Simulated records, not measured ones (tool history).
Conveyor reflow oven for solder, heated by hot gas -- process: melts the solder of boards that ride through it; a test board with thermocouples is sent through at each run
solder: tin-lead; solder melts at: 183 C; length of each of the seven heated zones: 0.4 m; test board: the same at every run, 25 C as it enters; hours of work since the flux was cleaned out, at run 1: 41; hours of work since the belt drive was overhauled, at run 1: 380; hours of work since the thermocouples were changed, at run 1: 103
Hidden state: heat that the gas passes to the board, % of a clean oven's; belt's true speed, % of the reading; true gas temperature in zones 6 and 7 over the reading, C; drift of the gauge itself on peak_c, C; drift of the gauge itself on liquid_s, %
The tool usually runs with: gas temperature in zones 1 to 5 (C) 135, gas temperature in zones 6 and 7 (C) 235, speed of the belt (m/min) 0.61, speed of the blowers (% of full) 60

run,hour,gas temperature in zones 1 to 5 (C),gas temperature in zones 6 and 7 (C),speed of the belt (m/min),speed of the blowers (% of full),hours of work since the flux was cleaned out,hours of work since the belt drive was overhauled,hours of work since the thermocouples were changed,highest temperature of the board (C),time above the solder's melting point (s)
1,0,135,235,0.61,60,41,380,103,218.9,59.2
2,11.9,135,235,0.61,60,46,385,108,218.6,59.3
3,35.2,135,235,0.61,60,55,394,117,218.9,59.4
4,50.5,135,235,0.61,60,61,401,124,218.9,59.3
5,77.8,135,235,0.567,60,72,412,135,221.2,66
6,93,135,235,0.61,60,79,418,141,218.6,59.3
7,110.4,135,235,0.61,60,86,425,148,218.8,59.1
8,137.5,135,239,0.61,60,97,436,159,222.3,62.2
9,157.6,135,235,0.61,60,105,444,167,218.7,59.2
10,175.7,135,235,0.61,60,112,451,174,218.7,59.2
11,200.6,135,235,0.61,60,122,462,184,218.8,59.3
12,226.6,135,235,0.61,60,133,472,195,219.1,59.2
13,251,135,235,0.61,60,143,482,205,218.5,59.6

Run 14 has not been measured yet. What should we expect?
14,267.7,125,249,0.585,63,149,489,212,?,?

highest temperature of the board (C): 232.2
time above the solder's melting point (s): 67.9
On a tool with no hidden condition, and with the same random variation, this run would have come out at highest temperature of the board (C) 232.2, time above the solder's melting point (s) 67.9.
